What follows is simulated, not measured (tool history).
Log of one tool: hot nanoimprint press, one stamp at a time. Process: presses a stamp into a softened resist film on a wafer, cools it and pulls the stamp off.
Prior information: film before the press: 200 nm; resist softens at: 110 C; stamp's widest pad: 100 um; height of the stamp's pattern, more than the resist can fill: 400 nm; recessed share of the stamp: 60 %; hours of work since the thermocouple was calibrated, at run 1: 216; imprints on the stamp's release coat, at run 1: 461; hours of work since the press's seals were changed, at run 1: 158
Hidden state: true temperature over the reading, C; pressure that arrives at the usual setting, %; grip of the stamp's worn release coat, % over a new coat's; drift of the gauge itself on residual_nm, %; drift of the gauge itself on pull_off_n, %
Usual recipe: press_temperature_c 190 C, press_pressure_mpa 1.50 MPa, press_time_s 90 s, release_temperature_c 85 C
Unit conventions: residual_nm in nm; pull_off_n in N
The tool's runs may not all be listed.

run,hour,press_temperature_c,press_pressure_mpa,press_time_s,release_temperature_c,hours of work since the thermocouple was calibrated,imprints on the stamp's release coat,hours of work since the press's seals were changed,residual_nm,pull_off_n
1,0.0,190,1.50,90,85,216,461,158,92.0,128
2,8.7,190,1.50,90,85,223,484,164,92.9,129
3,24.5,190,1.50,90,85,234,525,175,92.5,129
4,32.2,190,1.50,90,85,239,545,181,92.5,128
5,43.0,190,1.50,90,85,247,573,189,92.2,129
6,58.0,190,1.50,90,85,258,612,199,92.3,128
7,69.2,195,1.50,90,85,266,641,207,78.9,129
8,82.9,195,1.50,90,85,275,677,217,79.0,131
9,93.9,195,1.50,90,85,283,706,225,78.7,131
10,102.4,195,1.50,90,85,289,728,231,79.0,134
11,118.9,190,1.50,47,85,301,771,242,114.9,129
12,127.8,190,1.50,47,85,307,794,249,114.7,133
13,138.6,190,1.50,47,85,315,822,256,114.5,132
14,149.9,190,1.50,90,82,323,852,264,91.8,142
15,158.6,190,1.50,90,82,329,874,271,91.9,138
16,171.9,190,1.50,90,82,338,909,280,91.4,144
17,187.1,190,1.50,74,82,349,949,291,98.5,140
18,197.3,187,1.06,64,89,356,975,298,128.6,123
19,206.0,184,1.02,64,84,362,998,304,140.5,134
20,219.8,184,1.02,64,84,372,1034,314,140.4,136
21,230.3,190,2.04,90,85,380,1061,321,79.3,133
22,242.1,190,2.04,90,85,388,1092,330,79.2,132
23,249.2,189,1.50,77,85,393,1110,335,99.9,134
24,261.0,189,1.50,77,85,402,1141,343,100.0,135
25,274.6,178,1.27,122,85,411,1177,353,129.3,137
26,289.9,195,1.27,90,72,422,1217,364,84.9,172
27,297.5,195,1.34,144,86,427,1236,369,68.9,135
28,308.8,195,1.23,112,86,435,1266,377,79.0,134
29,318.3,190,1.50,100,75,442,1291,384,88.4,162
30,334.6,190,1.50,60,89,454,1333,395,105.6,126
31,342.4,182,1.20,75,73,459,1353,401,134.3,172

Here are 3 independent what-if runs from the current tool condition. What would each one return?
# hour 350.0: plate thermocouple calibrated
A,353.9,182,1.20,57,73,3,1375,407,?,?
# hour 350.0: plate thermocouple calibrated
B,353.9,194,1.50,90,85,3,1375,407,?,?
# hour 350.0: plate thermocouple calibrated
C,353.9,181,2.24,75,80,3,1375,407,?,?

run,residual_nm,pull_off_n
A,147.0,174
B,84.1,140
C,114.0,154
Without the tool's hidden state the same runs would have given:
run,residual_nm,pull_off_n
A,146.1,155
B,82.9,125
C,111.9,137

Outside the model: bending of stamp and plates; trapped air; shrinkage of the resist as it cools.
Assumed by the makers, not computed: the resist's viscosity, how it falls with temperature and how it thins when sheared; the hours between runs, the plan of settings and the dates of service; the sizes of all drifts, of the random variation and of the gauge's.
